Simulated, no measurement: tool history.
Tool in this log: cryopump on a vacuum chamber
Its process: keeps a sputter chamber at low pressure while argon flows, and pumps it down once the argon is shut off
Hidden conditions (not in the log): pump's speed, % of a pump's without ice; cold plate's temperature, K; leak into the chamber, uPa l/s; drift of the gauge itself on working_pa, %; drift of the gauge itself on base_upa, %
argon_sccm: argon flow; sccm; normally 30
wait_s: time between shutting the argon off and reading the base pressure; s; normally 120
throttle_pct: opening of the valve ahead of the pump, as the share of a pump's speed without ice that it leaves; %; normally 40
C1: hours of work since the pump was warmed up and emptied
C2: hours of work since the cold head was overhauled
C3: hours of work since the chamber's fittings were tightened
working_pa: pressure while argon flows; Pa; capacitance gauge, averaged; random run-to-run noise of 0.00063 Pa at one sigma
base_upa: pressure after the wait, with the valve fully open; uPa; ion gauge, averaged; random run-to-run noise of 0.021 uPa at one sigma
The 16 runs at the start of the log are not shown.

Run 17, hour 912.4: usual settings but wait_s 86 s; C1 132; C2 627; C3 522. Result: working_pa 0.0998 Pa, base_upa 0.99 uPa.
Run 18, hour 988.3: usual settings but wait_s 110 s, throttle_pct 55 %; C1 175; C2 670; C3 565. Result: working_pa 0.0739 Pa, base_upa 1.02 uPa.
Run 19, hour 1066.8: usual settings but argon_sccm 44 sccm, wait_s 115 s, throttle_pct 36 %; C1 219; C2 714; C3 609. Result: working_pa 0.1637 Pa, base_upa 1.02 uPa.
Run 20, hour 1133.1: usual settings but argon_sccm 17 sccm, wait_s 25 s, throttle_pct 28 %; C1 257; C2 752; C3 647. Result: working_pa 0.0808 Pa, base_upa 1.84 uPa.
Run 21, hour 1170.2: usual settings but wait_s 172 s, throttle_pct 31 %; C1 278; C2 773; C3 668. Result: working_pa 0.1293 Pa, base_upa 1.01 uPa.
Run 22, hour 1217.1: usual settings but argon_sccm 31 sccm; C1 304; C2 799; C3 694. Result: working_pa 0.1065 Pa, base_upa 1.10 uPa.
Run 23, hour 1271.0: usual settings but argon_sccm 34 sccm, wait_s 52 s, throttle_pct 24 %; C1 335; C2 830; C3 725. Result: working_pa 0.1898 Pa, base_upa 1.46 uPa.
Run 24, hour 1322.7: usual settings but argon_sccm 12 sccm, wait_s 27 s, throttle_pct 25 %; C1 364; C2 859; C3 754. Result: working_pa 0.0645 Pa, base_upa 1.90 uPa.
Run 25, hour 1390.1: usual settings but argon_sccm 12 sccm, wait_s 27 s, throttle_pct 25 %; C1 402; C2 897; C3 792. Result: working_pa 0.0650 Pa, base_upa 1.98 uPa.
Run 26, hour 1460.3: usual settings but argon_sccm 13 sccm, wait_s 27 s, throttle_pct 30 %; C1 442; C2 937; C3 832. Result: working_pa 0.0621 Pa, base_upa 2.06 uPa.
Run 27, hour 1505.1: usual settings but argon_sccm 13 sccm, wait_s 27 s, throttle_pct 30 %; C1 467; C2 962; C3 857. Result: working_pa 0.0610 Pa, base_upa 2.13 uPa.
Run 28, hour 1544.2: usual settings but argon_sccm 32 sccm, wait_s 156 s, throttle_pct 45 %; C1 489; C2 984; C3 879. Result: working_pa 0.1072 Pa, base_upa 1.47 uPa.
At hour 1561.4: pump warmed up, emptied and cooled again.
Run 29, hour 1588.1: usual settings but argon_sccm 32 sccm, wait_s 156 s, throttle_pct 45 %; C1 15; C2 1006; C3 901. Result: working_pa 0.0903 Pa, base_upa 1.04 uPa.
Run 30, hour 1623.3: usual settings but argon_sccm 32 sccm, wait_s 156 s, throttle_pct 45 %; C1 35; C2 1026; C3 921. Result: working_pa 0.0905 Pa, base_upa 1.08 uPa.
Run 31, hour 1686.1: usual settings but wait_s 44 s, throttle_pct 19 %; C1 71; C2 1061; C3 957. Result: working_pa 0.2016 Pa, base_upa 1.49 uPa.
Run 32, hour 1746.7: usual settings but argon_sccm 33 sccm, throttle_pct 20 %; C1 105; C2 1096; C3 991. Result: working_pa 0.2093 Pa, base_upa 1.22 uPa.
Run 33, hour 1816.0: usual settings but argon_sccm 56 sccm, wait_s 36 s, throttle_pct 45 %; C1 144; C2 1135; C3 1030. Result: working_pa 0.1633 Pa, base_upa 1.73 uPa.

Branching from run 33: 4 alternative next runs. What would each branch give?
Run A, hour 1880.7: usual settings but wait_s 36 s; C1 181; C2 1172; C3 1067. Result: working_pa ?, base_upa ?.
Run B, hour 1880.7: usual settings but argon_sccm 13 sccm, wait_s 68 s, throttle_pct 46 %; C1 181; C2 1172; C3 1067. Result: working_pa ?, base_upa ?.
Run C, hour 1880.7: usual settings but argon_sccm 32 sccm, wait_s 166 s, throttle_pct 17 %; C1 181; C2 1172; C3 1067. Result: working_pa ?, base_upa ?.
Run D, hour 1880.7: usual settings but argon_sccm 16 sccm, wait_s 162 s, throttle_pct 23 %; C1 181; C2 1172; C3 1067. Result: working_pa ?, base_upa ?.

run  working_pa  base_upa
  A      0.1001      1.84
  B      0.0383      1.46
  C      0.2423      1.26
  D      0.0897      1.27
Had the tool no hidden state, the same runs would have come out as:
run  working_pa  base_upa
  A      0.0952      0.95
  B      0.0362      0.58
  C      0.2371      0.36
  D      0.0872      0.36
